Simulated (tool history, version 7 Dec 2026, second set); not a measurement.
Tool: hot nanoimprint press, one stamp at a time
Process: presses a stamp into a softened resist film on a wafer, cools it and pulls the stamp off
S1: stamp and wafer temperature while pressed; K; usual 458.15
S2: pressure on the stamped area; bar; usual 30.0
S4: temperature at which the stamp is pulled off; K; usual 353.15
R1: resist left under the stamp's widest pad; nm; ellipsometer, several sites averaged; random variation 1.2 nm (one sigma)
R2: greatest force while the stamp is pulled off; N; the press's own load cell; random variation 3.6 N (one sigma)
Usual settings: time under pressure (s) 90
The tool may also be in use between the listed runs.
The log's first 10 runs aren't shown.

run 11 hour=85.8 | S1=458.15 S2=38.3 time_under_pressure_(s)=90 S4=353.15 | R1=162.0 R2=191
run 12 hour=92.1 | S1=458.15 S2=38.3 time_under_pressure_(s)=90 S4=353.15 | R1=161.1 R2=190
run 13 hour=101.9 | S1=458.15 S2=30.0 time_under_pressure_(s)=90 S4=353.15 | R1=185.0 R2=191
run 14 hour=111.6 | S1=458.15 S2=30.0 time_under_pressure_(s)=90 S4=353.15 | R1=185.3 R2=190
run 15 hour=119.9 | S1=458.15 S2=30.0 time_under_pressure_(s)=90 S4=353.15 | R1=186.7 R2=190
run 16 hour=129.8 | S1=458.15 S2=34.8 time_under_pressure_(s)=90 S4=351.15 | R1=169.0 R2=204
-- hour=133.5 plate thermocouple calibrated
run 17 hour=141.0 | S1=451.15 S2=30.3 time_under_pressure_(s)=90 S4=345.15 | R1=236.1 R2=219
run 18 hour=149.4 | S1=451.15 S2=30.3 time_under_pressure_(s)=90 S4=345.15 | R1=236.9 R2=225
run 19 hour=155.1 | S1=469.15 S2=30.0 time_under_pressure_(s)=51 S4=353.15 | R1=162.6 R2=208

Run 20 comes next. What will it give?
run 20 hour=163.4 | S1=462.15 S2=20.2 time_under_pressure_(s)=172 S4=341.15 | R1=? R2=?

R1: 160.9 nm
R2: 238 N
Without the tool's hidden state the same run would have given R1 151.9 nm, R2 203 N.
